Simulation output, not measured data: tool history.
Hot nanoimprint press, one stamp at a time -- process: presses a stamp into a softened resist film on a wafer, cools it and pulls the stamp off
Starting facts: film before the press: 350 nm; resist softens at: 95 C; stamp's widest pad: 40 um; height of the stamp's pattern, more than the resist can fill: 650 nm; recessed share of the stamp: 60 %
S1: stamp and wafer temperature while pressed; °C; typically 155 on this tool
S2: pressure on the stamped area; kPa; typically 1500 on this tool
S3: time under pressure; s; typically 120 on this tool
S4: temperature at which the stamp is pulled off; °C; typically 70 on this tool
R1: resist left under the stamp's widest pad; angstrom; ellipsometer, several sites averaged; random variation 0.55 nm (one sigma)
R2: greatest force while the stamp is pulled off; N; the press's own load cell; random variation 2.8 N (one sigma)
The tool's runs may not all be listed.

run,hour,S1,S2,S3,S4,R1,R2
1,0,155,1500,120,70,1278,141
2,8.4,155,1500,120,70,1289,135
3,15.9,155,1500,120,70,1284,143
4,23.6,155,1500,120,70,1283,141
5,27.3,155,1500,120,70,1282,138
6,35.1,155,1500,120,70,1277,149
7,41,155,1500,120,60,1270,175
8,48.6,155,1500,120,70,1280,150
9,54.4,155,1500,120,70,1281,142
10,58.4,155,1500,120,70,1277,151
11,66,155,1500,120,70,1275,145
12,71.2,155,1500,120,70,1275,148
13,78.5,155,1500,120,70,1283,157
14,85.1,155,1500,120,70,1283,152
15,90,155,1500,120,70,1271,149
16,93.9,155,1500,120,70,1273,155
# hour 97.3: plate thermocouple calibrated
17,101.5,150,1500,107,70,1534,151
18,105.4,150,1500,107,70,1543,151
19,110.2,146,1140,109,73,1942,147
20,117.6,155,1070,67,70,1786,159
21,125,146,1500,125,70,1658,161
22,128.9,155,1270,71,65,1628,179
23,134.8,155,1500,85,62,1414,189
24,143.5,155,1500,85,62,1416,190
# hour 152.7: plate thermocouple calibrated, once more
25,153.4,148,1260,91,62,2028,202
26,158.9,161,990,104,64,1402,195
27,164.1,161,1320,104,64,1231,194
28,171.9,161,1320,104,64,1221,199
29,176.7,157,1500,105,70,1327,184
30,182.1,157,1500,105,70,1316,174

How would selected steps in R1 from run to run divide? Give the signed amount a tool lacking its hidden state would still show from settings, what came in and random variation, and the signed amount left for the hidden state, including any gauge scatter that is not in both of the compared results.
Hidden conditions of the tool in this case: true temperature over the reading, C; pressure that arrives at the usual setting, %; grip of the stamp's worn release coat, % over a new coat's; drift of the gauge itself on residual_nm, %; drift of the gauge itself on pull_off_n, %.
Run 16 -> 17: S1 155 -> 150, S3 120 -> 107, plate thermocouple calibrated. R1 +261 angstrom: hidden state -76, all else +337.
Run 18 -> 19: S1 150 -> 146, S2 1500 -> 1140, S3 107 -> 109, S4 70 -> 73. R1 +399 angstrom: hidden state -25, all else +424.
Run 19 -> 20: S1 146 -> 155, S2 1140 -> 1070, S3 109 -> 67, S4 73 -> 70. R1 -156 angstrom: hidden state +29, all else -185.
Run 24 -> 25: S1 155 -> 148, S2 1500 -> 1260, S3 85 -> 91, plate thermocouple calibrated, once more. R1 +612 angstrom: hidden state +123, all else +489.
Run 25 -> 26: S1 148 -> 161, S2 1260 -> 990, S3 91 -> 104, S4 62 -> 64. R1 -626 angstrom: hidden state +4, all else -630.
